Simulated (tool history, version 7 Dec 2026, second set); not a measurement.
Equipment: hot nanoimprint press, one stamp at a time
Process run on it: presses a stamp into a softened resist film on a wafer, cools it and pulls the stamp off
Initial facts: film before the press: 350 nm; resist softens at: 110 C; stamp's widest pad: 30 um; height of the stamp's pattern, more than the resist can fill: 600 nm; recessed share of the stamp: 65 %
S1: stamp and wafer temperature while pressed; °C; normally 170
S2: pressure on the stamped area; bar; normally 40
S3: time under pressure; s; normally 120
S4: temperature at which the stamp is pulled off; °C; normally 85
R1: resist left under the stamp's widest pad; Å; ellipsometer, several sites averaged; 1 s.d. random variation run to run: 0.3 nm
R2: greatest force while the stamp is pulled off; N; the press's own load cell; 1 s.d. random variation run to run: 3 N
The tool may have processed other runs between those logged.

run 1 day=0 | S1=170 S2=40 S3=120 S4=85 | R1=2041 R2=219
run 2 day=0.842 | S1=170 S2=40 S3=101 S4=85 | R1=2141 R2=220
run 3 day=1.504 | S1=170 S2=40 S3=92 S4=85 | R1=2189 R2=213
run 4 day=2.25 | S1=170 S2=40 S3=92 S4=85 | R1=2179 R2=220
run 5 day=2.908 | S1=170 S2=40 S3=92 S4=85 | R1=2186 R2=220
-- day=3.367 plate thermocouple calibrated
run 6 day=3.879 | S1=170 S2=40 S3=120 S4=81 | R1=2025 R2=225
run 7 day=4.262 | S1=170 S2=40 S3=120 S4=81 | R1=2035 R2=225
run 8 day=4.875 | S1=170 S2=40 S3=120 S4=81 | R1=2029 R2=223
run 9 day=5.633 | S1=170 S2=40 S3=120 S4=81 | R1=2024 R2=222
run 10 day=6.367 | S1=162 S2=40 S3=120 S4=81 | R1=2535 R2=226
run 11 day=6.75 | S1=162 S2=40 S3=120 S4=81 | R1=2536 R2=224
run 12 day=7.421 | S1=162 S2=40 S3=120 S4=81 | R1=2528 R2=228
run 13 day=7.833 | S1=162 S2=40 S3=120 S4=76 | R1=2531 R2=230
run 14 day=8.375 | S1=170 S2=40 S3=120 S4=85 | R1=2024 R2=224
run 15 day=9.096 | S1=170 S2=40 S3=156 S4=85 | R1=1871 R2=217
-- day=9.571 stamp cleaned and given a new release coat
run 16 day=9.712 | S1=170 S2=40 S3=156 S4=85 | R1=1867 R2=221
run 17 day=10.358 | S1=170 S2=57.9 S3=156 S4=76 | R1=1525 R2=231
run 18 day=10.842 | S1=170 S2=57.9 S3=189 S4=77 | R1=1429 R2=235
run 19 day=11.212 | S1=176 S2=28.8 S3=120 S4=84 | R1=1998 R2=224
run 20 day=11.929 | S1=170 S2=41.1 S3=111 S4=82 | R1=2025 R2=218
run 21 day=12.462 | S1=170 S2=41.1 S3=111 S4=82 | R1=2028 R2=218
run 22 day=13.067 | S1=170 S2=41.1 S3=111 S4=82 | R1=2027 R2=224
run 23 day=13.854 | S1=170 S2=46.4 S3=96 S4=93 | R1=1986 R2=205
run 24 day=14.471 | S1=170 S2=46.4 S3=234 S4=93 | R1=1511 R2=211
run 25 day=15.204 | S1=170 S2=39.6 S3=120 S4=90 | R1=2015 R2=215
run 26 day=15.971 | S1=170 S2=24.7 S3=120 S4=90 | R1=2475 R2=209
run 27 day=16.471 | S1=170 S2=24.7 S3=120 S4=90 | R1=2474 R2=210

Expected results for the next run?
run 28 day=17.079 | S1=170 S2=44 S3=66 S4=87 | R1=? R2=?

Run 28 measured R1 2244 Å, R2 218 N.
On a tool with no hidden condition, and with the same random variation, this run would have come out at R1 2292 Å, R2 217 N.

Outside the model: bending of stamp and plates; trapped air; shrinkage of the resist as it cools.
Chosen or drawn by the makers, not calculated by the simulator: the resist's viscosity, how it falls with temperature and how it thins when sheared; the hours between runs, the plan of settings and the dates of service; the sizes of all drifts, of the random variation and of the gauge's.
